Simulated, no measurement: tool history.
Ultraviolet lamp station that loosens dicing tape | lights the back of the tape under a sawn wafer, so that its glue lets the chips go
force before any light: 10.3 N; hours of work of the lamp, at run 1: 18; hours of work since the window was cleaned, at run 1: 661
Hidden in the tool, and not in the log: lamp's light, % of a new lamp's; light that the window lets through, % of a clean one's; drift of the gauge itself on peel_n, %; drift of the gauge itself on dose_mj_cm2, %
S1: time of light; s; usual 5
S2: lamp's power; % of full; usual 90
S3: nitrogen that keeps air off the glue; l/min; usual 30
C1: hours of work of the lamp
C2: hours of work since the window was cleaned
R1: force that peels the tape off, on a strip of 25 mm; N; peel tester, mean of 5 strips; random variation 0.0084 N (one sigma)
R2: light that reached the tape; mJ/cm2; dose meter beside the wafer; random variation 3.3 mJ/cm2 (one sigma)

run 1 hour=0.0 | S1=5 S2=90 S3=30 | C1=18 C2=661 | R1=0.324 R2=530
run 2 hour=10.8 | S1=5 S2=90 S3=30 | C1=23 C2=665 | R1=0.335 R2=535
run 3 hour=21.4 | S1=5 S2=90 S3=30 | C1=27 C2=669 | R1=0.335 R2=539
run 4 hour=35.6 | S1=6 S2=90 S3=30 | C1=33 C2=675 | R1=0.201 R2=644
run 5 hour=50.1 | S1=5 S2=90 S3=30 | C1=39 C2=681 | R1=0.343 R2=536
run 6 hour=63.5 | S1=5 S2=90 S3=30 | C1=44 C2=687 | R1=0.332 R2=537
-- hour=66.2 window cleaned of glue's vapour
run 7 hour=77.0 | S1=3 S2=90 S3=30 | C1=50 C2=4 | R1=1.245 R2=322
run 8 hour=87.7 | S1=3 S2=90 S3=30 | C1=54 C2=9 | R1=1.272 R2=319
run 9 hour=104.0 | S1=5 S2=90 S3=30 | C1=61 C2=16 | R1=0.338 R2=530
run 10 hour=119.2 | S1=5 S2=71 S3=30 | C1=67 C2=22 | R1=0.673 R2=420
run 11 hour=131.7 | S1=3 S2=77 S3=40 | C1=72 C2=27 | R1=1.391 R2=275
run 12 hour=145.8 | S1=2 S2=90 S3=57 | C1=78 C2=33 | R1=1.754 R2=213
run 13 hour=156.8 | S1=4 S2=64 S3=24 | C1=83 C2=37 | R1=1.678 R2=304
run 14 hour=169.0 | S1=3 S2=92 S3=51 | C1=88 C2=42 | R1=0.784 R2=331
run 15 hour=180.8 | S1=6 S2=75 S3=22 | C1=93 C2=47 | R1=0.479 R2=536
run 16 hour=191.6 | S1=5 S2=76 S3=15 | C1=97 C2=52 | R1=1.154 R2=452
run 17 hour=206.5 | S1=5 S2=66 S3=10 | C1=103 C2=58 | R1=2.003 R2=388
run 18 hour=221.0 | S1=5 S2=66 S3=10 | C1=109 C2=64 | R1=2.036 R2=397
run 19 hour=228.3 | S1=5 S2=66 S3=10 | C1=112 C2=67 | R1=2.070 R2=390

3 ways to go on from here, each from the tool as it stands after run 19. What would each give?
run A hour=237.9 | S1=10 S2=71 S3=32 | C1=116 C2=71 | R1=? R2=?
run B hour=237.9 | S1=2 S2=61 S3=10 | C1=116 C2=71 | R1=? R2=?
run C hour=237.9 | S1=3 S2=83 S3=30 | C1=116 C2=71 | R1=? R2=?

run=A R1=0.085 R2=843
run=B R1=5.774 R2=144
run=C R1=1.450 R2=295
Without the tool's hidden state the same runs would have given:
run=A R1=0.085 R2=843
run=B R1=5.773 R2=144
run=C R1=1.449 R2=296
